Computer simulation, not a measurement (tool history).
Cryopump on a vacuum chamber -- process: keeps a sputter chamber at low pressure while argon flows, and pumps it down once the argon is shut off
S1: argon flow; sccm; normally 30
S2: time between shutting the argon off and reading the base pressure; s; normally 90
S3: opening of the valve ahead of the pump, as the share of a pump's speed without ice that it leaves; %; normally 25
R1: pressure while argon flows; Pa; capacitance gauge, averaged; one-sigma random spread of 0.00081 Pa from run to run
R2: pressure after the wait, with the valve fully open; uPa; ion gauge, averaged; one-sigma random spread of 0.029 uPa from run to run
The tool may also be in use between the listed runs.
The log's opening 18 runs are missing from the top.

Run 19, hour 194.8: usual settings but S1 38 sccm, S2 39 s, S3 17 %. Result: R1 0.3025 Pa, R2 3.03 uPa.
Run 20, hour 207.4: usual settings but S2 67 s. Result: R1 0.164 Pa, R2 1.9 uPa.
Run 21, hour 217.7: usual settings but S1 54 sccm, S2 53 s, S3 20 %. Result: R1 0.3707 Pa, R2 2.32 uPa.
Run 22, hour 229.3: usual settings but S1 23 sccm, S2 50 s, S3 17 %. Result: R1 0.1839 Pa, R2 2.42 uPa.
Run 23, hour 240.3: usual settings but S2 24 s. Result: R1 0.1647 Pa, R2 4.66 uPa.
Run 24, hour 248.9: usual settings but S2 24 s. Result: R1 0.166 Pa, R2 4.76 uPa.
Run 25, hour 262: usual settings but S3 17 %. Result: R1 0.243 Pa, R2 1.58 uPa.
Run 26, hour 270.5: usual settings but S3 17 %. Result: R1 0.2437 Pa, R2 1.52 uPa.
Run 27, hour 285.8: usual settings but S2 24 s, S3 17 %. Result: R1 0.2426 Pa, R2 4.81 uPa.
Run 28, hour 297.8: usual settings but S2 94 s. Result: R1 0.168 Pa, R2 1.43 uPa.
Run 29, hour 311.9: usual settings but S1 34 sccm, S2 21 s, S3 37 %. Result: R1 0.1324 Pa, R2 5.44 uPa.
Run 30, hour 318.5: usual settings but S1 21 sccm, S2 53 s, S3 27 %. Result: R1 0.1091 Pa, R2 2.3 uPa.
Run 31, hour 326: usual settings but S1 40 sccm, S2 173 s, S3 41 %. Result: R1 0.1412 Pa, R2 1.02 uPa.
Run 32, hour 335.6: usual settings but S1 40 sccm, S2 173 s, S3 41 %. Result: R1 0.1419 Pa, R2 1.02 uPa.

The next listed run, before its measurement:
Run 33, hour 346.8: usual settings but S1 40 sccm, S2 173 s, S3 41 %. Result: R1 ?, R2 ?.

Run 33 came out at R1 0.1431 Pa, R2 1.01 uPa.
Were there no unlogged condition in the tool, this run, its random variation unchanged, would have produced R1 0.1305 Pa, R2 0.83 uPa.
